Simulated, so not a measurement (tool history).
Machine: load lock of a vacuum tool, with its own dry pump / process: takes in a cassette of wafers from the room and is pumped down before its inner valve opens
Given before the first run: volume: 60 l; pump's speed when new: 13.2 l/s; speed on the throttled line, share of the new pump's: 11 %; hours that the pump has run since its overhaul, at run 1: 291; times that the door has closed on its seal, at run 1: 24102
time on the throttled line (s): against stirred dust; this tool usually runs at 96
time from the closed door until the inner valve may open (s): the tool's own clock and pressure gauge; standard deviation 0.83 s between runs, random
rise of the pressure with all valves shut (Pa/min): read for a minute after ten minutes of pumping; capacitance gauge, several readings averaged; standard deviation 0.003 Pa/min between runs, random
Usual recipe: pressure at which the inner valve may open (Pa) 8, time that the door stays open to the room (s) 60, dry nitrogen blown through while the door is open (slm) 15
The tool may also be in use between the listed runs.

run,hour,time on the throttled line (s),pressure at which the inner valve may open (Pa),time that the door stays open to the room (s),dry nitrogen blown through while the door is open (slm),hours that the pump has run since its overhaul,times that the door has closed on its seal,"incoming humidity of the room's air, %",time from the closed door until the inner valve may open (s),rise of the pressure with all valves shut (Pa/min)
1,0,96,8,60,15,291,24102,42.7,130.1,0.033
2,176.1,96,8,60,15,467,24656,49,128.7,0.04
3,310.5,96,8,60,15,601,25079,44.7,128.5,0.034
4,487.7,96,8,60,15,778,25636,44.5,128.3,0.033
# hour 540: door's seal changed, seat wiped
5,713,114,8,60,15,1002,545,44.6,143.5,0.044
6,887.9,96,11,60,15,1177,1095,44.9,126.9,0.039

Predict the results of run 7:
7,1128.5,96,11,60,15,1418,1852,43.8,?,?

time from the closed door until the inner valve may open (s): 125.9
rise of the pressure with all valves shut (Pa/min): 0.034
On a tool with no hidden condition, and with the same random variation, this run would have come out at time from the closed door until the inner valve may open (s) 125.9, rise of the pressure with all valves shut (Pa/min) 0.034.

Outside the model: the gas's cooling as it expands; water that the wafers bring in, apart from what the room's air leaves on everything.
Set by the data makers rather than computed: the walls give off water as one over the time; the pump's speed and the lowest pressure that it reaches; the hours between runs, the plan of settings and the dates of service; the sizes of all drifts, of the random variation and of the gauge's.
